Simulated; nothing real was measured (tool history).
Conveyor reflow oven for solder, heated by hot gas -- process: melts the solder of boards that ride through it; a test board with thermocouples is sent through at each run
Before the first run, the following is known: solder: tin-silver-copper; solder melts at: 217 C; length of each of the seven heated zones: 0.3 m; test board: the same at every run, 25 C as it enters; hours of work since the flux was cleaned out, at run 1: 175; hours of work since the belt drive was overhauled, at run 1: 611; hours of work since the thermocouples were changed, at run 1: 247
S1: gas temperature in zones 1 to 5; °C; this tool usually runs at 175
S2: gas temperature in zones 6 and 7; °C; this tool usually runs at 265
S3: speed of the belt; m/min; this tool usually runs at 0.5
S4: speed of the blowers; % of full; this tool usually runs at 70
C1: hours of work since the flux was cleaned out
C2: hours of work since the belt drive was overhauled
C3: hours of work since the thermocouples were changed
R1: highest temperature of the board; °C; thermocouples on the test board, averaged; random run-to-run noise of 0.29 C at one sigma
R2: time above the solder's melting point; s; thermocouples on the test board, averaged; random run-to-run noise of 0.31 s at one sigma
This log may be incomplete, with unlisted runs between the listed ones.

run   hour   S1   S2     S3  S4   C1   C2   C3     R1    R2
  1      0  175  265    0.5  70  175  611  247  251.6  53.7
  2   28.5  175  265    0.5  70  194  630  266  251.7  54.1
  3     48  175  265    0.5  70  207  643  279  251.4    54
  4   75.2  175  265  0.545  70  226  661  297  248.6  47.8
  5  107.5  175  265  0.545  70  248  683  319  248.3  47.1
  6  125.3  175  265  0.411  70  260  695  331  256.5  71.5
  7    142  175  265  0.411  70  271  706  342  256.9  71.9
  8  176.3  175  265  0.411  70  294  729  365  256.5  70.8
  9  201.7  175  265  0.411  70  311  746  382  256.8  71.4
 10  230.9  170  265    0.5  70  331  766  402  250.2  51.7
       271  -- belt drive overhauled, speed set with a stopwatch
 11  271.1  170  265    0.5  70  355    0  426  249.7  50.5
 12    298  170  265    0.5  70  373   18  445  249.5  50.5
     315.2  -- flux residue cleaned out of gas plates and filters
 13  337.6  175  265  0.416  70   15   42  468  257.3  70.6
 14  365.5  175  265  0.416  70   34   60  487  257.1  70.7
 15  401.1  175  265  0.416  70   58   84  511  258.1  70.3
 16  423.8  175  265  0.416  70   73  100  526  257.4  71.5
 17  449.1  165  265  0.416  55   90  117  543    252  61.2
 18  472.5  182  263  0.439  61  106  132  559  252.8  65.8
     485.1  -- thermocouples of zones 6 and 7 changed
 19  502.9  182  263  0.478  61  125  152   12  247.8  56.4
 20  524.7  176  265    0.5  66  140  166   27    249  52.1
 21    547  178  265    0.5  86  155  181   42  253.3  57.6
 22  579.2  178  265    0.5  86  176  203   63  253.4  57.2
 23  609.3  178  265    0.5  86  197  223   84  253.3  56.5
 24    645  189  265    0.5  52  221  247  108  246.2  54.7
 25  675.9  175  265  0.468  87  242  268  129  254.9    61
 26  709.3  175  265  0.468  87  264  291  151  254.6  61.9
 27  746.1  185  265  0.468  71  289  315  176  252.9  62.7
 28  782.3  185  265  0.468  71  313  340  200  253.2  63.3
 29  809.3  185  265  0.468  71  331  358  218  252.9  62.6
 30  826.4  164  274  0.434  70  343  370  230  259.6  64.7
 31  857.4  164  274   0.48  70  364  390  251    256  55.7

Below, each run's measurement less what the same run would have read without the hidden state. Both values contain the same run-to-run variation, but the gauge's scatter may not be the same in both:
The tool's hidden condition here consists of: heat that the gas passes to the board, % of a clean oven's; belt's true speed, % of the reading; true gas temperature in zones 6 and 7 over the reading, C; drift of the gauge itself on peak_c, C; drift of the gauge itself on liquid_s, %.
run    R1    R2
  1  +0.6  +0.8
  2  +0.6  +0.7
  3  +0.6  +0.7
  4  +0.3  +0.5
  5  +0.2  +0.4
  6  +0.9    +1
  7  +0.8    +1
  8  +0.8    +1
  9  +0.8    +1
 10  +0.2  +0.3
 11  -0.4  -0.9
 12  -0.5    -1
 13  +2.2  +1.3
 14  +2.2  +1.3
 15  +2.1  +1.3
 16  +2.1  +1.3
 17    +2  +1.6
 18    +2  +1.4
 19  -1.1  -0.9
 20  -1.3    -1
 21  -1.4  -0.8
 22  -1.4  -0.9
 23  -1.5  -0.9
 24  -1.2    -1
 25  -1.5    -1
 26  -1.5    -1
 27  -1.4  -0.9
 28  -1.4  -0.9
 29  -1.4  -0.9
 30  -1.8  -1.2
 31  -2.3  -1.5
